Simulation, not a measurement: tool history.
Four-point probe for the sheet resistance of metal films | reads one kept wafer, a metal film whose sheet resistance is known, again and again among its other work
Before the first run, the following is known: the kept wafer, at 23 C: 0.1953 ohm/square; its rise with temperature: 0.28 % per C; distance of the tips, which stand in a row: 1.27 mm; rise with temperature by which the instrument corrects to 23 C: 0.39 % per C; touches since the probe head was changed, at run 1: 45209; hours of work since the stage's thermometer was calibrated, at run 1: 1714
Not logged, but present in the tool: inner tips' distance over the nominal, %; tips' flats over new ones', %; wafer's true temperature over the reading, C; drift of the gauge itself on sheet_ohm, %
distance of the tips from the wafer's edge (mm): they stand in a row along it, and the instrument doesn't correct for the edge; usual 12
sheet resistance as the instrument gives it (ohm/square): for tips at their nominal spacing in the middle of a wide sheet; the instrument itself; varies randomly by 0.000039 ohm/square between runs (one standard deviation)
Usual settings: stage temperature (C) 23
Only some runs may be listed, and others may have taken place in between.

run   hour  stage temperature (C)  distance of the tips from the wafer's edge (mm)  touches since the probe head was changed  hours of work since the stage's thermometer was calibrated  sheet resistance as the instrument gives it (ohm/square)
  1    0.0                     23                                               12                                     45209                                                        1714                                                  0.196877
  2   36.1                     23                                               18                                     46389                                                        1735                                                  0.196257
  3   77.9                     23                                               34                                     47758                                                        1760                                                  0.195932
  4  127.3                     23                                               34                                     49375                                                        1789                                                  0.195908
  5  165.9                     23                                               12                                     50639                                                        1812                                                  0.196979
  6  217.7                     23                                               12                                     52332                                                        1842                                                  0.196973
  7  247.8                     23                                               12                                     53318                                                        1860                                                  0.196937
  8  286.0                     23                                               41                                     54569                                                        1882                                                  0.195866
  9  332.4                     27                                                4                                     56087                                                        1910                                                  0.204988
 10  372.5                     27                                                4                                     57397                                                        1933                                                  0.205033
 11  421.9                     18                                               20                                     59015                                                        1962                                                  0.197289
     424.7  -- stage's thermometer calibrated
 12  460.9                     26                                                7                                     60275                                                          21                                                  0.198632
 13  485.9                     18                                               28                                     61093                                                          36                                                  0.197087
 14  533.4                     23                                                9                                     62646                                                          64                                                  0.197967

Run 15 has not been measured yet. What should we expect?
     540.7  -- stage's thermometer calibrated, once more
 15  569.0                     31                                               21                                     63795                                                          17                                                         ?

{"run 15": {"sheet resistance as the instrument gives it (ohm/square)": 0.194914}}
Take away the tool's hidden state, keep the run-to-run variation as it was, and the same run would have given sheet resistance as the instrument gives it (ohm/square) 0.194095.
